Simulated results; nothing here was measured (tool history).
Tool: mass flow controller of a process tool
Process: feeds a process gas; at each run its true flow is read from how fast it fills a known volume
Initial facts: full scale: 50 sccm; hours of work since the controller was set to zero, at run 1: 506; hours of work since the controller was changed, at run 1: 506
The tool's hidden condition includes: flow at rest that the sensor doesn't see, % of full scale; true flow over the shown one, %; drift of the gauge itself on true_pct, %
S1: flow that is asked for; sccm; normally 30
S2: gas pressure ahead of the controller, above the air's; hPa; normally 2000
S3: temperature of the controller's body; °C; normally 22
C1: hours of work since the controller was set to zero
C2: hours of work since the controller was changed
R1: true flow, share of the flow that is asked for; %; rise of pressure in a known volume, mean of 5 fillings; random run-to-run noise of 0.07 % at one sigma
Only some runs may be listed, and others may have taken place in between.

run 1 hour=0.0 | S1=30 S2=2000 S3=22 | C1=506 C2=506 | R1=99.52
run 2 hour=126.4 | S1=30 S2=2000 S3=22 | C1=547 C2=547 | R1=99.47
run 3 hour=194.3 | S1=30 S2=2000 S3=22 | C1=569 C2=569 | R1=99.43
run 4 hour=264.0 | S1=30 S2=2000 S3=22 | C1=592 C2=592 | R1=99.41
run 5 hour=366.2 | S1=30 S2=2000 S3=22 | C1=626 C2=626 | R1=99.57
run 6 hour=458.3 | S1=30 S2=2000 S3=22 | C1=656 C2=656 | R1=99.54
run 7 hour=531.8 | S1=30 S2=2000 S3=22 | C1=680 C2=680 | R1=99.56
run 8 hour=640.7 | S1=30 S2=2000 S3=22 | C1=716 C2=716 | R1=99.56
run 9 hour=751.7 | S1=30 S2=2000 S3=22 | C1=752 C2=752 | R1=99.60
run 10 hour=879.8 | S1=30 S2=2760 S3=22 | C1=794 C2=794 | R1=99.39
run 11 hour=957.1 | S1=30 S2=2760 S3=22 | C1=819 C2=819 | R1=99.26
run 12 hour=1035.6 | S1=30 S2=2760 S3=22 | C1=845 C2=845 | R1=99.34
run 13 hour=1113.2 | S1=30 S2=2760 S3=22 | C1=871 C2=871 | R1=99.35
run 14 hour=1211.2 | S1=30 S2=2000 S3=22 | C1=903 C2=903 | R1=99.64
run 15 hour=1301.9 | S1=30 S2=2000 S3=22 | C1=932 C2=932 | R1=99.63
run 16 hour=1400.1 | S1=30 S2=2000 S3=22 | C1=965 C2=965 | R1=99.73
run 17 hour=1505.0 | S1=30 S2=2000 S3=22 | C1=999 C2=999 | R1=99.73
run 18 hour=1607.1 | S1=30 S2=2000 S3=36 | C1=1033 C2=1033 | R1=101.22
run 19 hour=1748.7 | S1=30 S2=2000 S3=36 | C1=1079 C2=1079 | R1=101.31
-- hour=1762.4 controller's zero set anew
run 20 hour=1878.2 | S1=30 S2=2000 S3=26 | C1=38 C2=1121 | R1=100.25
run 21 hour=1975.0 | S1=30 S2=2000 S3=26 | C1=70 C2=1153 | R1=100.36
run 22 hour=2056.4 | S1=30 S2=2000 S3=22 | C1=96 C2=1180 | R1=99.89
-- hour=2143.7 controller's zero set anew, once more
run 23 hour=2186.1 | S1=30 S2=2000 S3=22 | C1=14 C2=1222 | R1=99.38
run 24 hour=2328.4 | S1=17 S2=2000 S3=22 | C1=61 C2=1269 | R1=99.17
run 25 hour=2393.7 | S1=13 S2=1950 S3=22 | C1=82 C2=1290 | R1=99.17
run 26 hour=2539.5 | S1=13 S2=1950 S3=22 | C1=130 C2=1338 | R1=99.22
run 27 hour=2658.7 | S1=13 S2=1950 S3=22 | C1=169 C2=1377 | R1=99.26
run 28 hour=2749.8 | S1=13 S2=1950 S3=22 | C1=199 C2=1407 | R1=99.30
run 29 hour=2868.3 | S1=16 S2=1670 S3=33 | C1=238 C2=1446 | R1=100.51
run 30 hour=2992.7 | S1=43 S2=1980 S3=22 | C1=278 C2=1487 | R1=99.78
run 31 hour=3112.8 | S1=30 S2=1470 S3=25 | C1=318 C2=1526 | R1=100.09
run 32 hour=3225.2 | S1=11 S2=2640 S3=34 | C1=355 C2=1563 | R1=100.47
run 33 hour=3299.5 | S1=11 S2=2640 S3=34 | C1=379 C2=1587 | R1=100.46
run 34 hour=3359.5 | S1=10 S2=2000 S3=22 | C1=399 C2=1607 | R1=99.39
run 35 hour=3503.3 | S1=10 S2=2000 S3=22 | C1=446 C2=1654 | R1=99.54
run 36 hour=3614.3 | S1=24 S2=1830 S3=37 | C1=482 C2=1690 | R1=101.31
run 37 hour=3696.1 | S1=24 S2=1830 S3=21 | C1=509 C2=1717 | R1=99.57
run 38 hour=3793.6 | S1=24 S2=1830 S3=21 | C1=541 C2=1749 | R1=99.54
run 39 hour=3911.6 | S1=39 S2=1610 S3=21 | C1=580 C2=1788 | R1=99.83
run 40 hour=4031.8 | S1=39 S2=1530 S3=38 | C1=619 C2=1827 | R1=101.66
run 41 hour=4153.7 | S1=29 S2=1910 S3=38 | C1=659 C2=1867 | R1=101.35
run 42 hour=4276.8 | S1=6 S2=2780 S3=22 | C1=699 C2=1908 | R1=99.93
run 43 hour=4390.8 | S1=30 S2=2000 S3=30 | C1=737 C2=1945 | R1=100.56
run 44 hour=4502.8 | S1=18 S2=2310 S3=20 | C1=774 C2=1982 | R1=99.23
run 45 hour=4568.4 | S1=30 S2=2560 S3=36 | C1=795 C2=2003 | R1=101.08
run 46 hour=4714.1 | S1=30 S2=2560 S3=36 | C1=843 C2=2051 | R1=101.14

Alternative continuations, all from the tool just after run 46; predict every row:
run A hour=4852.9 | S1=22 S2=2560 S3=36 | C1=888 C2=2097 | R1=?
run B hour=4852.9 | S1=36 S2=2560 S3=27 | C1=888 C2=2097 | R1=?
run C hour=4852.9 | S1=30 S2=2560 S3=33 | C1=888 C2=2097 | R1=?
run D hour=4852.9 | S1=13 S2=1410 S3=24 | C1=888 C2=2097 | R1=?
run E hour=4852.9 | S1=11 S2=2070 S3=38 | C1=888 C2=2097 | R1=?

run=A R1=100.95
run=B R1=100.18
run=C R1=100.74
run=D R1=100.16
run=E R1=101.59
Stripped of hidden state, with their random variation kept, the same runs would have yielded:
run=A R1=100.29
run=B R1=99.69
run=C R1=100.20
run=D R1=99.20
run=E R1=100.50

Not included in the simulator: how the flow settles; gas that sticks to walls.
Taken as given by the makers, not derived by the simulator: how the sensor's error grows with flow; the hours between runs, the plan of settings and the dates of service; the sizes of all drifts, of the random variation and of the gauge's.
